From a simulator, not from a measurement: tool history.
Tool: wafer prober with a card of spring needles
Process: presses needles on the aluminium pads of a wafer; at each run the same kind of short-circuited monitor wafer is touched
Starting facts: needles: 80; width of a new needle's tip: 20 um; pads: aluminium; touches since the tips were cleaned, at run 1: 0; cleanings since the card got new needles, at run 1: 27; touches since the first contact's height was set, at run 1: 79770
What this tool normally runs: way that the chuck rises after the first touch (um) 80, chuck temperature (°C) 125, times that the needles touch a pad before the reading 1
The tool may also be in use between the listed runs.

| run | hour | way that the chuck rises after the first touch (um) | chuck temperature (°C) | times that the needles touch a pad before the reading | touches since the tips were cleaned | cleanings since the card got new needles | touches since the first contact's height was set | resistance of one needle with its contact and lead (mohm) | way that a needle slides on the pad (um) |
|---|---|---|---|---|---|---|---|---|---|
| 1 | 0.0 | 80 | 125 | 1 | 0 | 27 | 79770 | 175 | 11.434 |
|  | 25.6 | tips cleaned on abrasive film |
| 2 | 27.6 | 80 | 125 | 1 | 552 | 28 | 87572 | 192 | 11.431 |
|  | 51.4 | tips cleaned on abrasive film |
| 3 | 58.1 | 80 | 125 | 1 | 1907 | 29 | 96213 | 220 | 11.412 |
|  | 77.7 | tips cleaned on abrasive film |
| 4 | 81.9 | 80 | 125 | 1 | 1177 | 30 | 102928 | 207 | 11.394 |
|  | 105.3 | tips cleaned on abrasive film |
| 5 | 110.4 | 80 | 125 | 1 | 1454 | 31 | 110998 | 214 | 11.383 |
|  | 134.0 | tips cleaned on abrasive film |
| 6 | 140.7 | 80 | 125 | 1 | 1886 | 32 | 119562 | 218 | 11.357 |
|  | 160.2 | tips cleaned on abrasive film |
| 7 | 167.8 | 80 | 97 | 1 | 2172 | 33 | 127242 | 216 | 11.353 |
|  | 186.7 | tips cleaned on abrasive film |
| 8 | 204.6 | 80 | 25 | 1 | 5062 | 34 | 137650 | 232 | 11.344 |
|  | 212.4 | tips cleaned on abrasive film |
|  | 215.3 | height of the first contact set anew |
| 9 | 230.9 | 80 | 25 | 1 | 5145 | 35 | 4426 | 226 | 11.533 |
|  | 240.1 | tips cleaned on abrasive film |
| 10 | 261.7 | 80 | 25 | 1 | 6138 | 36 | 13160 | 233 | 11.520 |
|  | 269.2 | tips cleaned on abrasive film |
| 11 | 293.0 | 80 | 25 | 1 | 6764 | 37 | 22006 | 231 | 11.510 |
|  | 297.0 | tips cleaned on abrasive film |
|  | 322.9 | tips cleaned on abrasive film |
| 12 | 324.3 | 80 | 25 | 1 | 384 | 39 | 30835 | 173 | 11.496 |
|  | 348.6 | tips cleaned on abrasive film |
| 13 | 367.6 | 80 | 25 | 1 | 5372 | 40 | 43092 | 232 | 11.484 |
|  | 375.4 | tips cleaned on abrasive film |
| 14 | 396.7 | 65 | 125 | 1 | 6052 | 41 | 51335 | 272 | 9.301 |
|  | 404.3 | tips cleaned on abrasive film |
|  | 430.2 | tips cleaned on abrasive film |
| 15 | 430.6 | 65 | 125 | 1 | 109 | 43 | 60909 | 191 | 9.293 |
|  | 456.7 | tips cleaned on abrasive film |
| 16 | 472.5 | 65 | 125 | 1 | 4485 | 44 | 72782 | 267 | 9.278 |
|  | 484.7 | tips cleaned on abrasive film |
| 17 | 497.1 | 65 | 125 | 1 | 3509 | 45 | 79724 | 266 | 9.259 |
|  | 511.1 | tips cleaned on abrasive film |
| 18 | 526.5 | 65 | 125 | 1 | 4356 | 46 | 88035 | 268 | 9.254 |
|  | 537.8 | tips cleaned on abrasive film |
| 19 | 545.0 | 99 | 30 | 1 | 2046 | 47 | 93270 | 188 | 14.133 |
|  | 565.0 | tips cleaned on abrasive film |
| 20 | 579.4 | 99 | 30 | 1 | 4086 | 48 | 103002 | 201 | 14.123 |
|  | 590.8 | tips cleaned on abrasive film |
| 21 | 599.6 | 99 | 30 | 1 | 2494 | 49 | 108700 | 199 | 14.107 |
|  | 617.3 | tips cleaned on abrasive film |
| 22 | 626.2 | 80 | 52 | 3 | 2530 | 50 | 116242 | 180 | 11.356 |
|  | 643.1 | tips cleaned on abrasive film |
|  | 668.8 | tips cleaned on abrasive film |
| 23 | 668.8 | 82 | 30 | 1 | 0 | 52 | 128279 | 162 | 11.620 |
|  | 695.2 | tips cleaned on abrasive film |
| 24 | 703.7 | 80 | 38 | 2 | 2406 | 53 | 138157 | 195 | 11.325 |
|  | 713.8 | height of the first contact set anew |
|  | 723.7 | tips cleaned on abrasive film |
| 25 | 746.0 | 80 | 38 | 2 | 6331 | 54 | 9121 | 203 | 11.530 |

Predict the results of run 26:
|  | 750.0 | tips cleaned on abrasive film |
|  | 775.6 | tips cleaned on abrasive film |
| 26 | 777.1 | 66 | 114 | 2 | 413 | 56 | 17877 | ? | ? |

resistance of one needle with its contact and lead (mohm): 188
way that a needle slides on the pad (um): 9.474
With the hidden condition absent and the run-to-run variation left alone, this run would have shown resistance of one needle with its contact and lead (mohm) 172, way that a needle slides on the pad (um) 9.506.
